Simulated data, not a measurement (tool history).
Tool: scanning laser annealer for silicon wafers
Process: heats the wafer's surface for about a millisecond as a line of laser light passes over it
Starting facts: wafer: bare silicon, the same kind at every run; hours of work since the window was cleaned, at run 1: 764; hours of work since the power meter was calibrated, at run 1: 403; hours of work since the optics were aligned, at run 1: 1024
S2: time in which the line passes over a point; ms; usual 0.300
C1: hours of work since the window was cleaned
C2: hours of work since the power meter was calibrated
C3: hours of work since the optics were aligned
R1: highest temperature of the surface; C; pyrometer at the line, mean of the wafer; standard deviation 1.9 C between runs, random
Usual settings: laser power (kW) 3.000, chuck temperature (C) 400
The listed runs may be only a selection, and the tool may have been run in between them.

Run 1, day 0.000: usual settings; C1 764; C2 403; C3 1024. Result: R1 1214 C.
Run 2, day 2.383: usual settings; C1 788; C2 428; C3 1049. Result: R1 1221 C.
Run 3, day 5.304: usual settings but S2 0.283 ms; C1 818; C2 457; C3 1078. Result: R1 1193 C.
At day 6.325: window over the wafer cleaned.
Run 4, day 8.583: usual settings but S2 0.283 ms; C1 23; C2 489; C3 1110. Result: R1 1195 C.
Run 5, day 12.438: usual settings but S2 0.283 ms; C1 62; C2 528; C3 1149. Result: R1 1192 C.
Run 6, day 15.971: usual settings but S2 0.283 ms; C1 97; C2 564; C3 1185. Result: R1 1195 C.
Run 7, day 19.204: usual settings but S2 0.283 ms; C1 130; C2 596; C3 1217. Result: R1 1197 C.
Run 8, day 21.283: usual settings but S2 0.283 ms, chuck temperature (C) 367; C1 151; C2 617; C3 1238. Result: R1 1160 C.
Run 9, day 23.929: usual settings but S2 0.286 ms; C1 178; C2 644; C3 1265. Result: R1 1200 C.
Run 10, day 26.758: usual settings but S2 0.286 ms; C1 206; C2 673; C3 1294. Result: R1 1199 C.
Run 11, day 29.762: usual settings but S2 0.286 ms; C1 237; C2 703; C3 1324. Result: R1 1197 C.
Run 12, day 32.721: usual settings but S2 0.286 ms; C1 266; C2 733; C3 1354. Result: R1 1199 C.
Run 13, day 34.600: usual settings but S2 0.286 ms; C1 285; C2 752; C3 1373. Result: R1 1202 C.
Run 14, day 36.242: usual settings but S2 0.286 ms; C1 302; C2 768; C3 1389. Result: R1 1195 C.
Run 15, day 39.308: usual settings but S2 0.286 ms; C1 333; C2 799; C3 1420. Result: R1 1197 C.
Run 16, day 42.138: usual settings but S2 0.286 ms; C1 362; C2 828; C3 1449. Result: R1 1194 C.
Run 17, day 44.675: usual settings but S2 0.286 ms; C1 387; C2 854; C3 1475. Result: R1 1200 C.
Run 18, day 47.988: usual settings but S2 0.365 ms; C1 421; C2 887; C3 1508. Result: R1 1302 C.
Run 19, day 51.154: usual settings but S2 0.224 ms; C1 453; C2 919; C3 1540. Result: R1 1102 C.
Run 20, day 54.488: usual settings but S2 0.232 ms; C1 486; C2 953; C3 1574. Result: R1 1116 C.
At day 57.600: optics aligned, line set to its width.
Run 21, day 57.817: usual settings but S2 0.232 ms; C1 518; C2 984; C3 2. Result: R1 1118 C.
Run 22, day 60.683: usual settings but S2 0.232 ms; C1 547; C2 1013; C3 31. Result: R1 1120 C.
Run 23, day 63.875: usual settings but S2 0.232 ms; C1 579; C2 1045; C3 63. Result: R1 1120 C.
Run 24, day 67.567: usual settings but S2 0.232 ms; C1 616; C2 1083; C3 101. Result: R1 1122 C.
Run 25, day 69.546: usual settings but laser power (kW) 2.569, S2 0.365 ms; C1 636; C2 1103; C3 121. Result: R1 1166 C.
Run 26, day 72.158: usual settings but chuck temperature (C) 415; C1 663; C2 1129; C3 147. Result: R1 1237 C.
Run 27, day 74.400: usual settings but S2 0.228 ms, chuck temperature (C) 397; C1 685; C2 1152; C3 170. Result: R1 1113 C.
Run 28, day 76.829: usual settings but S2 0.228 ms, chuck temperature (C) 397; C1 710; C2 1176; C3 194. Result: R1 1109 C.
Run 29, day 79.125: usual settings but S2 0.228 ms, chuck temperature (C) 419; C1 733; C2 1199; C3 217. Result: R1 1133 C.
Run 30, day 81.267: usual settings but S2 0.235 ms, chuck temperature (C) 423; C1 755; C2 1221; C3 239. Result: R1 1145 C.
Run 31, day 82.888: usual settings but S2 0.235 ms, chuck temperature (C) 423; C1 771; C2 1237; C3 255. Result: R1 1145 C.
Run 32, day 85.596: usual settings but S2 0.272 ms; C1 798; C2 1265; C3 283. Result: R1 1180 C.
Run 33, day 88.358: usual settings but laser power (kW) 2.916, S2 0.270 ms, chuck temperature (C) 366; C1 826; C2 1293; C3 311. Result: R1 1118 C.
At day 88.792: window over the wafer cleaned.
Run 34, day 91.575: usual settings but laser power (kW) 2.916, S2 0.270 ms, chuck temperature (C) 366; C1 28; C2 1324; C3 342. Result: R1 1119 C.
Run 35, day 94.767: usual settings but laser power (kW) 2.838, S2 0.314 ms; C1 60; C2 1356; C3 374. Result: R1 1191 C.
Run 36, day 98.038: usual settings but laser power (kW) 2.838, S2 0.314 ms; C1 93; C2 1389; C3 407. Result: R1 1193 C.
Run 37, day 100.008: usual settings but laser power (kW) 2.811, S2 0.288 ms, chuck temperature (C) 392; C1 113; C2 1409; C3 427. Result: R1 1140 C.
Run 38, day 102.288: usual settings but laser power (kW) 3.128, S2 0.358 ms, chuck temperature (C) 409; C1 136; C2 1432; C3 450. Result: R1 1351 C.
Run 39, day 105.121: usual settings but laser power (kW) 3.128, S2 0.358 ms, chuck temperature (C) 409; C1 165; C2 1461; C3 479. Result: R1 1348 C.
Run 40, day 106.979: usual settings but laser power (kW) 3.128, S2 0.358 ms, chuck temperature (C) 409; C1 184; C2 1480; C3 498. Result: R1 1347 C.
Run 41, day 108.629: usual settings but laser power (kW) 2.724, S2 0.358 ms, chuck temperature (C) 380; C1 200; C2 1496; C3 514. Result: R1 1188 C.

Each row is a separate what-if for the run after 41, all from the same tool condition, not one after another. Results?
Run A, day 110.246: usual settings but laser power (kW) 2.735, S2 0.217 ms, chuck temperature (C) 428; C1 217; C2 1513; C3 531. Result: R1 ?.
Run B, day 110.246: usual settings but laser power (kW) 2.724, S2 0.225 ms, chuck temperature (C) 427; C1 217; C2 1513; C3 531. Result: R1 ?.
Run C, day 110.246: usual settings but laser power (kW) 2.789, chuck temperature (C) 390; C1 217; C2 1513; C3 531. Result: R1 ?.

run    R1
  A  1061
  B  1067
  C  1149
With the hidden condition removed and each run's random variation left untouched, the same runs would have given:
run    R1
  A  1062
  B  1068
  C  1151
